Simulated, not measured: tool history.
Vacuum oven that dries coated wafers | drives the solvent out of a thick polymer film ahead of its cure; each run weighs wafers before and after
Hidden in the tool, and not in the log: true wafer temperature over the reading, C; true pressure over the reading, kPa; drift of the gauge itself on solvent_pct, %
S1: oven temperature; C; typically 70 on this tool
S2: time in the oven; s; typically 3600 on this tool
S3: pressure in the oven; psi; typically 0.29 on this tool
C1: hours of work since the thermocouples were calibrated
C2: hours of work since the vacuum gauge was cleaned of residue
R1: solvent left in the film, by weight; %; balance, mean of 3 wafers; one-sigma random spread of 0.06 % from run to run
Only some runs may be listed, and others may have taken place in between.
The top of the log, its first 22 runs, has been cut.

run,day,S1,S2,S3,C1,C2,R1
23,12.379,70,4260,0.18,261,61,2.17
# day 12.588: vacuum gauge cleaned of residue and calibrated, once more
24,12.929,70,4260,0.18,268,5,1.87
25,13.517,76,4680,0.216,276,13,1.64
26,13.908,70,3600,0.551,282,19,5.58
27,14.575,77,5220,0.244,291,28,1.64
28,15.367,73,5040,0.779,302,39,6.3
29,16.021,81,2100,0.328,311,48,2.2
30,16.783,70,3600,0.698,322,59,6.86
31,17.146,70,3600,0.307,327,64,3.31

Below are 5 alternative next runs, each starting from the tool's condition after run 31. Predict each:
A,17.529,70,2280,0.307,333,69,?
B,17.529,83,3240,0.483,333,69,?
C,17.529,70,5820,0.249,333,69,?
D,17.529,70,2700,0.254,333,69,?
E,17.529,70,3600,0.477,333,69,?

run,R1
A,4.56
B,2.59
C,2.3
D,3.54
E,4.75
The same runs, with their run-to-run variation unchanged, on a tool lacking any hidden condition would have given:
run,R1
A,4.65
B,2.62
C,2.33
D,3.61
E,4.81

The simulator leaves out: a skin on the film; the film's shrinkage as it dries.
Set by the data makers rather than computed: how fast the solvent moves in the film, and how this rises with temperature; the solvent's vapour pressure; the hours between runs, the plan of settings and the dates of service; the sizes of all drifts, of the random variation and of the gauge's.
